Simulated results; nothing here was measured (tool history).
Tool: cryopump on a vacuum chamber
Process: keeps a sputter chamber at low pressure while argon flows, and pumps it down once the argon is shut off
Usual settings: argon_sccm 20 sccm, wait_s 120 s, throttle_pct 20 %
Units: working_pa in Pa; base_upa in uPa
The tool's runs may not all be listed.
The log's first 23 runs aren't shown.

run 24 hour=357.1 | argon_sccm=29 wait_s=120 throttle_pct=23 | working_pa=0.1083 base_upa=1.97
run 25 hour=370.1 | argon_sccm=20 wait_s=248 throttle_pct=26 | working_pa=0.067 base_upa=1.74
run 26 hour=381.5 | argon_sccm=20 wait_s=101 throttle_pct=36 | working_pa=0.0497 base_upa=2.04
run 27 hour=390.9 | argon_sccm=24 wait_s=88 throttle_pct=28 | working_pa=0.0751 base_upa=2.1
run 28 hour=403.1 | argon_sccm=32 wait_s=46 throttle_pct=34 | working_pa=0.0839 base_upa=2.81
run 29 hour=413.5 | argon_sccm=32 wait_s=46 throttle_pct=34 | working_pa=0.0839 base_upa=2.86
run 30 hour=426.4 | argon_sccm=10 wait_s=120 throttle_pct=16 | working_pa=0.0528 base_upa=2.11
run 31 hour=447.6 | argon_sccm=10 wait_s=120 throttle_pct=16 | working_pa=0.0513 base_upa=2.09
run 32 hour=464.8 | argon_sccm=37 wait_s=64 throttle_pct=34 | working_pa=0.0982 base_upa=2.58
run 33 hour=481.3 | argon_sccm=38 wait_s=50 throttle_pct=24 | working_pa=0.1378 base_upa=2.73

Forecast run 34:
run 34 hour=492.9 | argon_sccm=20 wait_s=44 throttle_pct=44 | working_pa=? base_upa=?

working_pa: 0.0433 Pa
base_upa: 2.94 uPa
Without the tool's hidden state the same run would have given working_pa 0.0363 Pa, base_upa 1.44 uPa.
